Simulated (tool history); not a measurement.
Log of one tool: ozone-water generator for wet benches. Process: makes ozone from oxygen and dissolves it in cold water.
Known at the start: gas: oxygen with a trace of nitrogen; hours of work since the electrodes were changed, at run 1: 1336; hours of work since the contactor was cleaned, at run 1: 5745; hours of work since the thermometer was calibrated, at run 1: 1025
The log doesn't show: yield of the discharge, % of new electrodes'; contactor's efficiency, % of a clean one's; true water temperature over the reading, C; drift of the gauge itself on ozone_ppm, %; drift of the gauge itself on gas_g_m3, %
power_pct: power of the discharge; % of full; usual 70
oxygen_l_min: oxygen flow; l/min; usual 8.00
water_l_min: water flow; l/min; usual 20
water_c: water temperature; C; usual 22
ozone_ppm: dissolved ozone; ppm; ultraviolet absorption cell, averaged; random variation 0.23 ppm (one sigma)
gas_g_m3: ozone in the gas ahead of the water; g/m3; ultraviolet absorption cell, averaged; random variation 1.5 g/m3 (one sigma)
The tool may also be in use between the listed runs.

run,hour,power_pct,oxygen_l_min,water_l_min,water_c,hours of work since the electrodes were changed,hours of work since the contactor was cleaned,hours of work since the thermometer was calibrated,ozone_ppm,gas_g_m3
1,0.0,70,8.00,20,22,1336,5745,1025,34.4,276.4
2,109.8,70,8.00,20,22,1407,5816,1096,34.4,276.0
3,175.3,44,8.00,20,22,1450,5858,1139,23.9,193.4
4,279.0,44,8.00,20,22,1517,5926,1206,23.9,191.7
5,353.3,65,8.00,20,22,1565,5974,1254,32.7,263.9
6,426.1,65,8.00,20,22,1612,6021,1301,32.7,262.2
7,498.9,65,8.00,20,22,1660,6068,1348,32.8,258.9
8,552.0,70,11.25,20,22,1694,6103,1383,31.1,222.4
9,642.7,70,8.00,20,22,1753,6161,1441,35.1,274.1
10,709.9,70,8.00,20,22,1796,6205,1485,34.7,276.5
11,822.6,70,8.00,20,22,1869,6278,1558,34.5,276.2
12,936.8,70,8.00,20,22,1943,6352,1632,34.6,273.5
13,1032.4,70,8.00,20,22,2005,6414,1694,34.6,273.9
14,1146.7,70,8.00,20,22,2079,6488,1768,34.6,276.3
15,1244.8,70,10.09,20,22,2143,6552,1832,32.6,236.6
16,1351.5,70,10.09,20,22,2212,6621,1901,32.8,236.0
17,1414.9,70,8.00,20,24,2253,6662,1942,33.5,272.2
18,1504.6,55,8.00,20,22,2311,6720,2000,28.7,225.1
19,1561.8,70,8.04,20,22,2348,6757,2037,34.7,271.9
20,1625.7,70,4.94,15,26,2390,6798,2079,43.0,374.8
21,1722.3,82,5.46,20,22,2453,6861,2141,42.4,398.5
22,1768.7,82,5.46,20,22,2483,6891,2171,42.3,398.9
23,1877.5,70,8.00,20,19,2553,6962,2242,37.2,274.3
24,1973.7,95,9.89,20,30,2615,7024,2304,35.3,309.3
25,2058.0,70,8.00,14,22,2670,7079,2359,42.7,271.5
26,2170.1,73,8.00,21,16,2743,7151,2431,38.6,281.7
27,2249.6,59,8.00,20,18,2794,7203,2483,32.4,237.3
28,2354.2,87,11.10,20,22,2862,7271,2551,38.0,263.6
29,2432.7,87,11.10,27,17,2913,7322,2602,34.6,260.0
30,2529.7,57,11.44,27,17,2976,7384,2665,24.6,181.7
31,2584.0,57,11.44,27,17,3011,7420,2700,24.5,184.0
32,2649.7,57,11.44,27,17,3054,7462,2742,24.9,182.4
33,2763.5,85,8.00,20,22,3127,7536,2816,40.5,318.2
34,2871.4,72,8.00,20,22,3197,7606,2886,35.4,279.4

Forecast each of these 3 alternatives for the next run:
A,2931.9,70,13.11,20,22,3237,7645,2925,?,?
B,2931.9,72,8.00,20,15,3237,7645,2925,?,?
C,2931.9,86,8.00,32,22,3237,7645,2925,?,?

run,ozone_ppm,gas_g_m3
A,30.3,199.0
B,40.3,277.0
C,29.5,317.8
Without the tool's hidden state the same runs would have given:
run,ozone_ppm,gas_g_m3
A,30.3,204.3
B,40.4,284.4
C,29.5,326.2
